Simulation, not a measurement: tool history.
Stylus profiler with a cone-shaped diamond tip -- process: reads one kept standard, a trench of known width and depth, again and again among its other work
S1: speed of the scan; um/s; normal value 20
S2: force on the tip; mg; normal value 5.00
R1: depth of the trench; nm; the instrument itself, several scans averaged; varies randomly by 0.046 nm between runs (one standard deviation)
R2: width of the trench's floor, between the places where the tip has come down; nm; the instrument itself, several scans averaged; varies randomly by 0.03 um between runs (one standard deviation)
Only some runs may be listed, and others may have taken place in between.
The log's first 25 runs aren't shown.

run	hour	S1	S2	R1	R2
26	1948.4	28	2.27	101.26	98350
27	2002.7	35	5.00	101.77	98260
28	2086.0	35	5.00	101.85	98320
29	2152.0	35	5.00	101.77	98290
30	2238.1	45	2.87	101.44	98190
31	2344.1	12	2.98	101.45	98330
32	2393.1	12	2.98	101.48	98250
33	2448.7	24	8.35	102.45	98240
34	2524.4	17	8.35	102.50	98210
35	2575.5	48	12.32	103.12	98230
36	2633.5	7	14.58	103.44	98240
37	2686.8	11	2.01	101.28	98260
# hour 2756.2: height scale calibrated on a step standard
38	2770.3	11	2.01	100.75	98220
39	2835.1	12	2.01	100.74	98190

Alternative continuations, all from the tool just after run 39; predict every row:
A	2886.6	40	2.10	?	?
B	2886.6	12	3.24	?	?
C	2886.6	68	11.23	?	?
D	2886.6	20	3.41	?	?

run	R1	R2
A	100.83	98060
B	101.12	98190
C	102.55	98160
D	101.12	98190
Stripped of hidden state, with their random variation kept, the same runs would have yielded:
run	R1	R2
A	100.79	98400
B	101.07	98540
C	102.51	98510
D	101.08	98540
